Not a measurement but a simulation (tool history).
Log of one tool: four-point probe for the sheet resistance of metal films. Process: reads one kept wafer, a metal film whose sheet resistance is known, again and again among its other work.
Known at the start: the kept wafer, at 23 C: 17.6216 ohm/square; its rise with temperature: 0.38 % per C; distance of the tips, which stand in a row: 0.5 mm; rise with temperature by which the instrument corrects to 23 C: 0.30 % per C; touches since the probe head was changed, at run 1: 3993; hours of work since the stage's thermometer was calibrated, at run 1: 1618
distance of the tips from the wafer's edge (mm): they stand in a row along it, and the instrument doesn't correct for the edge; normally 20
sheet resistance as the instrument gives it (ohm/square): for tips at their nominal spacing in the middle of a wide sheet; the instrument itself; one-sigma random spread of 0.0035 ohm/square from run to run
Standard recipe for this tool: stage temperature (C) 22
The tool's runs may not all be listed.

run	day	stage temperature (C)	distance of the tips from the wafer's edge (mm)	touches since the probe head was changed	hours of work since the stage's thermometer was calibrated	sheet resistance as the instrument gives it (ohm/square)
1	0.000	22	20	3993	1618	17.583420
2	0.475	22	13	4397	1624	17.595654
3	1.112	22	13	4940	1633	17.594608
4	2.104	22	72	5787	1647	17.581420
5	2.517	22	72	6135	1653	17.578868
6	3.075	22	72	6612	1660	17.578427
7	3.917	22	72	7329	1672	17.579392
8	4.504	24	72	7828	1680	17.604143
9	5.375	24	12	8570	1692	17.626355
10	5.796	30	20	8929	1698	17.692596
11	6.767	30	20	9756	1712	17.689351
12	7.542	30	20	10417	1723	17.690419
13	8.467	21	20	11206	1735	17.582756
14	9.075	21	20	11723	1744	17.580824
15	9.833	22	20	12367	1754	17.592676
16	10.742	23	3	13144	1767	17.867939
17	11.325	23	3	13640	1775	17.862172
18	12.175	31	20	14364	1787	17.715412
19	12.996	31	20	15064	1798	17.710863
20	13.629	20	44	15601	1807	17.574387
21	14.404	20	44	16262	1818	17.572714
22	14.875	29	27	16662	1824	17.688866
23	15.708	28	38	17374	1836	17.675406
24	16.167	28	38	17763	1842	17.678936
25	16.608	27	7	18141	1849	17.715307
26	17.192	31	7	18635	1857	17.765079
27	18.158	28	8	19459	1870	17.712248
28	18.600	28	8	19834	1876	17.711209
29	19.042	31	63	20211	1882	17.717953
30	19.492	28	7	20596	1889	17.725485

Here are 4 independent what-if runs from the current tool condition. What would each one return?
A	20.008	19	10	21036	1896	?
B	20.008	23	13	21036	1896	?
C	20.008	22	8	21036	1896	?
D	20.008	28	20	21036	1896	?

run	sheet resistance as the instrument gives it (ohm/square)
A	17.595320
B	17.636700
C	17.638588
D	17.686797
The same runs, with their run-to-run variation unchanged, on a tool lacking any hidden condition would have given:
run	sheet resistance as the instrument gives it (ohm/square)
A	17.598499
B	17.640546
C	17.642267
D	17.691452

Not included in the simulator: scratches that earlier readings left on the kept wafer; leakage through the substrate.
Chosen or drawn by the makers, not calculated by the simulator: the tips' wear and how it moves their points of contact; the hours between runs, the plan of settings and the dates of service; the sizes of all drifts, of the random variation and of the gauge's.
